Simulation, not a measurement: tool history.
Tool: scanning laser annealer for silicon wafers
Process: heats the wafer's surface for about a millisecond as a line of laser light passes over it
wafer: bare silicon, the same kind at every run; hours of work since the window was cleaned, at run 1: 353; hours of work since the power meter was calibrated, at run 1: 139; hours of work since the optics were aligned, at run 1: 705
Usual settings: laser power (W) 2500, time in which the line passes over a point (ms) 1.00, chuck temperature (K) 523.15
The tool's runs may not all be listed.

run,hour,laser power (W),time in which the line passes over a point (ms),chuck temperature (K),hours of work since the window was cleaned,hours of work since the power meter was calibrated,hours of work since the optics were aligned,highest temperature of the surface (K)
1,0.0,2500,1.00,523.15,353,139,705,1182.15
# hour 19.2: window over the wafer cleaned
2,37.9,2500,1.00,523.15,10,157,723,1213.15
3,120.3,2500,1.00,523.15,52,200,765,1207.15
4,203.9,2500,1.00,523.15,95,242,808,1204.15
5,280.5,2500,1.00,523.15,134,282,847,1198.15
6,338.2,2410,1.00,523.15,164,311,877,1164.15
7,401.2,2154,1.00,523.15,196,344,909,1074.15
8,449.1,2500,0.85,523.15,221,368,934,1141.15
9,518.0,2500,0.85,523.15,256,404,969,1136.15
10,558.6,2500,1.00,523.15,277,424,990,1184.15
11,640.4,2500,1.00,523.15,319,466,1032,1179.15
12,687.5,2500,1.00,523.15,343,491,1056,1177.15
# hour 725.9: window over the wafer cleaned
13,725.9,2500,1.00,523.15,0,509,1075,1207.15
14,802.6,2500,1.00,523.15,39,549,1114,1203.15
15,843.4,2500,0.71,523.15,60,570,1135,1103.15
16,879.1,2500,0.71,523.15,79,588,1154,1102.15
17,941.2,2500,1.00,523.15,110,620,1185,1199.15
18,1004.0,2286,1.00,523.15,143,652,1218,1117.15
19,1062.2,2286,1.00,523.15,173,682,1247,1114.15
20,1137.6,2286,1.00,523.15,211,720,1286,1111.15
# hour 1144.5: laser's power meter calibrated
21,1177.3,2286,1.00,523.15,230,17,1305,1106.15
22,1240.5,2500,1.00,500.15,262,49,1337,1155.15
# hour 1278.0: laser's power meter calibrated, once more
# hour 1307.8: optics aligned, line set to its width
23,1310.9,2280,0.90,526.15,294,14,2,1099.15
24,1369.3,2138,1.00,535.15,324,44,32,1086.15
25,1420.0,2589,0.83,523.15,350,70,58,1170.15
# hour 1445.0: window over the wafer cleaned
26,1468.5,2589,0.83,523.15,12,94,81,1197.15
27,1510.5,2340,1.00,487.15,34,116,103,1131.15
28,1566.4,2416,1.00,492.15,62,144,132,1160.15
29,1623.8,2500,0.94,487.15,92,174,161,1163.15
30,1684.0,2500,0.94,487.15,123,205,192,1155.15
31,1731.1,2500,0.94,487.15,147,229,216,1157.15
32,1778.2,2375,1.23,508.15,171,253,240,1217.15
33,1840.4,2375,1.23,508.15,203,285,272,1212.15
34,1886.0,2715,0.73,523.15,226,308,296,1176.15
35,1926.3,2303,0.85,523.15,247,329,316,1089.15

Forecast run 36:
36,1998.2,2696,0.87,532.15,284,366,353,?

{"run 36": {"highest temperature of the surface (K)": 1231.15}}
Without the tool's hidden state the same run would have given highest temperature of the surface (K) 1267.15.
